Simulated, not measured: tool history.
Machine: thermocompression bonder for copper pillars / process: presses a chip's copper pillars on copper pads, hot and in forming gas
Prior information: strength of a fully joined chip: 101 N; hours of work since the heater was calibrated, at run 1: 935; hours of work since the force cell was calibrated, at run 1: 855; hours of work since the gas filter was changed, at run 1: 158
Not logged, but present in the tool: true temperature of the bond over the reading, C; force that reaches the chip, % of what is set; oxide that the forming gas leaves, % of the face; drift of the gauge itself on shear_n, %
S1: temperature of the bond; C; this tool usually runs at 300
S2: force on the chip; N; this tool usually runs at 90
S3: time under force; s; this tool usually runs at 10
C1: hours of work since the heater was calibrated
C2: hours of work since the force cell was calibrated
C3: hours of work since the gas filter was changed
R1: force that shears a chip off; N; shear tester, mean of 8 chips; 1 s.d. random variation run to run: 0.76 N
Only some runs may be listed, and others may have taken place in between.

run      day   S1   S2  S3    C1    C2   C3    R1
  1    0.000  300   90  10   935   855  158  69.2
  2    1.971  300   90  10   960   880  183  67.3
  3    5.450  300   90  10  1004   924  227  66.4
  4    8.033  321   90  10  1037   957  260  78.7
  5   11.504  321   90  10  1080  1000  303  75.4
      14.204  -- forming gas filter changed
  6   14.925  321   90  10  1123  1043    9  82.8
  7   17.646  310   90  10  1158  1078   43  76.9
  8   19.350  297   90  10  1179  1099   65  66.9
  9   22.708  302   90  10  1222  1141  107  68.5
 10   26.238  302   90  10  1266  1186  152  69.3
 11   29.996  302   90  10  1313  1233  199  66.6
      32.688  -- heater calibrated with a thermocouple chip
 12   33.271  300   90  10     7  1274  239  67.1
 13   36.571  300   90  10    49  1315  281  64.8
 14   40.221  306   90  10    95  1361  327  70.0
      41.096  -- forming gas filter changed
 15   43.454  290   90  10   135  1402   30  63.5
      45.529  -- force cell calibrated
 16   47.562  290   90  10   187    26   81  60.7
 17   51.421  290   90  10   235    74  129  59.0
 18   53.500  300   90  28   261   101  156  82.0
 19   56.312  319   90   8   297   136  191  73.6
 20   58.854  294  103   9   329   168  223  61.1
 21   62.538  294  103   9   375   214  270  59.9
 22   66.350  303   57  10   423   263  318  53.3
      66.904  -- force cell calibrated, once more
      67.771  -- forming gas filter changed
 23   68.729  303   57  10   452    23   12  62.2
 24   70.517  300  103  12   475    45   35  78.5
 25   72.212  300  103  12   496    67   56  77.8
 26   75.183  300  103  12   534   104   94  76.3
 27   78.896  317   55  28   581   151  140  83.8
 28   80.854  300   82  27   605   176  165  80.4
 29   82.646  300   82  27   628   198  188  81.3
 30   86.238  313   84   5   673   244  233  62.6
 31   89.421  313   84   5   713   284  273  62.1
 32   92.821  313   84  15   756   327  316  78.8
      94.354  -- forming gas filter changed
 33   95.312  292   61  10   787   358   12  55.9
 34   98.242  292   63  11   824   395   49  57.9
 35  100.304  307   54   9   850   421   75  60.3
 36  102.258  300   95   8   875   445  100  65.8

Here are 3 independent what-if runs from the current tool condition. What would each one return?
  A  104.150  271  67   6  899  469  124   ?
  B  104.150  300  76   9  899  469  124   ?
  C  104.150  300  94   8  899  469  124   ?

run    R1
  A  32.5
  B  61.4
  C  64.3
Without the tool's unlogged condition, the same runs would have read:
run    R1
  A  36.6
  B  67.1
  C  70.1
